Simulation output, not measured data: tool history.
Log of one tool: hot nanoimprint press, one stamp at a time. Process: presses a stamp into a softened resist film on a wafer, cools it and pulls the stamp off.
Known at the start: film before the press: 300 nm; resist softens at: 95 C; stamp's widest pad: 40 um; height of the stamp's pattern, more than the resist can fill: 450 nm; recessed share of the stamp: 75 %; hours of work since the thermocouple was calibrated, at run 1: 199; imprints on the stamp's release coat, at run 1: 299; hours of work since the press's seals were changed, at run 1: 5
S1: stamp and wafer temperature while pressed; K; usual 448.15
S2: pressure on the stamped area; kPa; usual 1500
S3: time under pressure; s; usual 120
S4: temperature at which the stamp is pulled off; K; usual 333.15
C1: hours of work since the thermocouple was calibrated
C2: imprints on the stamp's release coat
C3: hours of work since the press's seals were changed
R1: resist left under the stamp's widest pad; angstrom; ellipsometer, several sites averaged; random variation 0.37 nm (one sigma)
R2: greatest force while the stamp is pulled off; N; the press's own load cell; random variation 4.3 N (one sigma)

| run | hour | S1 | S2 | S3 | S4 | C1 | C2 | C3 | R1 | R2 |
|---|---|---|---|---|---|---|---|---|---|---|
| 1 | 0 | 448.15 | 1500 | 120 | 333.15 | 199 | 299 | 5 | 1169 | 234 |
| 2 | 6.2 | 448.15 | 1500 | 120 | 333.15 | 203 | 319 | 9 | 1177 | 234 |
| 3 | 12.7 | 448.15 | 1500 | 120 | 333.15 | 207 | 339 | 13 | 1174 | 233 |
| 4 | 23.9 | 448.15 | 2170 | 120 | 333.15 | 213 | 374 | 19 | 967 | 241 |
| 5 | 30 | 448.15 | 2170 | 120 | 333.15 | 217 | 394 | 23 | 976 | 233 |
| 6 | 42 | 448.15 | 2170 | 120 | 333.15 | 225 | 432 | 30 | 968 | 241 |
| 7 | 54.7 | 448.15 | 1500 | 120 | 333.15 | 232 | 472 | 38 | 1170 | 247 |
| 8 | 65.4 | 448.15 | 1500 | 120 | 328.15 | 239 | 506 | 45 | 1179 | 279 |
| 9 | 73.6 | 448.15 | 1390 | 120 | 337.15 | 244 | 531 | 50 | 1223 | 228 |
| 10 | 86.6 | 454.15 | 1110 | 136 | 337.15 | 252 | 572 | 58 | 1020 | 235 |
| 11 | 93.2 | 454.15 | 1110 | 136 | 332.15 | 256 | 593 | 62 | 1014 | 264 |
| 12 | 99.5 | 448.15 | 1150 | 120 | 337.15 | 260 | 613 | 66 | 1343 | 227 |
| 13 | 111.4 | 448.15 | 1510 | 120 | 337.15 | 267 | 650 | 73 | 1182 | 239 |
| 14 | 117.8 | 440.15 | 1500 | 120 | 324.15 | 271 | 671 | 77 | 1658 | 310 |
| 15 | 124.1 | 454.15 | 1500 | 120 | 326.15 | 275 | 690 | 81 | 916 | 299 |
| 16 | 134.4 | 448.15 | 1500 | 80 | 320.15 | 281 | 723 | 87 | 1379 | 342 |

The same runs without the tool's hidden state, with the same run-to-run variation:
The hidden state here: true temperature over the reading, C; pressure that arrives at the usual setting, %; grip of the stamp's worn release coat, % over a new coat's; drift of the gauge itself on residual_nm, %; drift of the gauge itself on pull_off_n, %.
| run | R1 | R2 |
|---|---|---|
| 1 | 1147 | 212 |
| 2 | 1155 | 210 |
| 3 | 1151 | 208 |
| 4 | 947 | 213 |
| 5 | 956 | 205 |
| 6 | 947 | 209 |
| 7 | 1144 | 212 |
| 8 | 1152 | 238 |
| 9 | 1195 | 192 |
| 10 | 996 | 196 |
| 11 | 990 | 219 |
| 12 | 1310 | 187 |
| 13 | 1151 | 195 |
| 14 | 1617 | 252 |
| 15 | 892 | 241 |
| 16 | 1344 | 274 |
